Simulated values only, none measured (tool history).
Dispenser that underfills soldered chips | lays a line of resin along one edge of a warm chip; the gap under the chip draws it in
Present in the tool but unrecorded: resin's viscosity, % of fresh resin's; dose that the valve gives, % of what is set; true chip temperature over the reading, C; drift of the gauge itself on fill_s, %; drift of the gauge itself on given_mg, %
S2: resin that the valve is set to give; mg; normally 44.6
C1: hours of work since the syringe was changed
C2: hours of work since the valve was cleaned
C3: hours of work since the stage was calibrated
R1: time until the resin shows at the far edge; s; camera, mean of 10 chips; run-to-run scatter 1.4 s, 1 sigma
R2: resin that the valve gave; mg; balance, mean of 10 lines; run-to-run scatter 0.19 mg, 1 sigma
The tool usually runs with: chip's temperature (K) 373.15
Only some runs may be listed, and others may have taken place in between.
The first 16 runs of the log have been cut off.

-- hour=144.8 new syringe of resin
run 17 hour=154.7 | chip's_temperature_(K)=380.15 S2=40.9 | C1=6 C2=57 C3=302 | R1=163.6 R2=38.66
-- hour=160.0 new syringe of resin
run 18 hour=166.6 | chip's_temperature_(K)=380.15 S2=40.9 | C1=4 C2=65 C3=309 | R1=144.3 R2=38.66
run 19 hour=172.3 | chip's_temperature_(K)=380.15 S2=40.9 | C1=7 C2=68 C3=312 | R1=175.7 R2=38.37
-- hour=176.0 new syringe of resin
run 20 hour=182.0 | chip's_temperature_(K)=363.15 S2=40.9 | C1=4 C2=74 C3=318 | R1=231.5 R2=37.98
-- hour=191.8 new syringe of resin
run 21 hour=192.5 | chip's_temperature_(K)=360.15 S2=56.6 | C1=0 C2=80 C3=324 | R1=201.4 R2=52.79
run 22 hour=202.7 | chip's_temperature_(K)=388.15 S2=40.2 | C1=7 C2=86 C3=330 | R1=136.5 R2=36.77
-- hour=207.5 new syringe of resin
-- hour=208.5 dispensing valve cleaned and set on the balance
run 23 hour=212.4 | chip's_temperature_(K)=371.15 S2=40.2 | C1=2 C2=2 C3=335 | R1=165.8 R2=40.02
run 24 hour=221.9 | chip's_temperature_(K)=377.15 S2=38.6 | C1=8 C2=8 C3=341 | R1=195.8 R2=38.47
-- hour=224.1 new syringe of resin
run 25 hour=229.6 | chip's_temperature_(K)=377.15 S2=38.6 | C1=3 C2=13 C3=346 | R1=160.0 R2=38.10
run 26 hour=238.5 | chip's_temperature_(K)=377.15 S2=41.2 | C1=9 C2=18 C3=351 | R1=208.2 R2=40.28
-- hour=239.6 new syringe of resin
run 27 hour=250.7 | chip's_temperature_(K)=381.15 S2=49.3 | C1=7 C2=25 C3=358 | R1=162.4 R2=48.32
-- hour=254.7 new syringe of resin
run 28 hour=258.3 | chip's_temperature_(K)=368.15 S2=44.8 | C1=2 C2=30 C3=363 | R1=180.7 R2=43.82
run 29 hour=268.3 | chip's_temperature_(K)=362.15 S2=49.5 | C1=8 C2=36 C3=369 | R1=298.8 R2=48.11
-- hour=270.5 new syringe of resin
run 30 hour=278.3 | chip's_temperature_(K)=375.15 S2=50.8 | C1=5 C2=42 C3=375 | R1=171.5 R2=48.98
-- hour=286.0 stage's temperature calibrated
-- hour=287.4 new syringe of resin
run 31 hour=287.6 | chip's_temperature_(K)=383.15 S2=53.6 | C1=0 C2=46 C3=1 | R1=102.2 R2=51.27
run 32 hour=297.7 | chip's_temperature_(K)=367.15 S2=50.5 | C1=6 C2=53 C3=7 | R1=220.5 R2=48.74
-- hour=302.6 new syringe of resin
run 33 hour=304.9 | chip's_temperature_(K)=374.15 S2=51.8 | C1=1 C2=57 C3=11 | R1=139.2 R2=49.35
run 34 hour=314.5 | chip's_temperature_(K)=374.15 S2=51.8 | C1=7 C2=63 C3=17 | R1=189.1 R2=49.01
-- hour=317.6 new syringe of resin
run 35 hour=320.1 | chip's_temperature_(K)=371.15 S2=51.8 | C1=1 C2=66 C3=20 | R1=154.5 R2=48.63

Forecast each of these 3 alternatives for the next run:
run A hour=325.5 | chip's_temperature_(K)=360.15 S2=57.6 | C1=5 C2=69 C3=23 | R1=? R2=?
run B hour=325.5 | chip's_temperature_(K)=387.15 S2=43.0 | C1=5 C2=69 C3=23 | R1=? R2=?
run C hour=325.5 | chip's_temperature_(K)=359.15 S2=54.9 | C1=5 C2=69 C3=23 | R1=? R2=?

run=A R1=248.3 R2=54.59
run=B R1=122.3 R2=40.55
run=C R1=256.6 R2=52.02
Without the tool's hidden state the same runs would have given:
run=A R1=188.6 R2=58.07
run=B R1=92.6 R2=43.14
run=C R1=194.7 R2=55.34
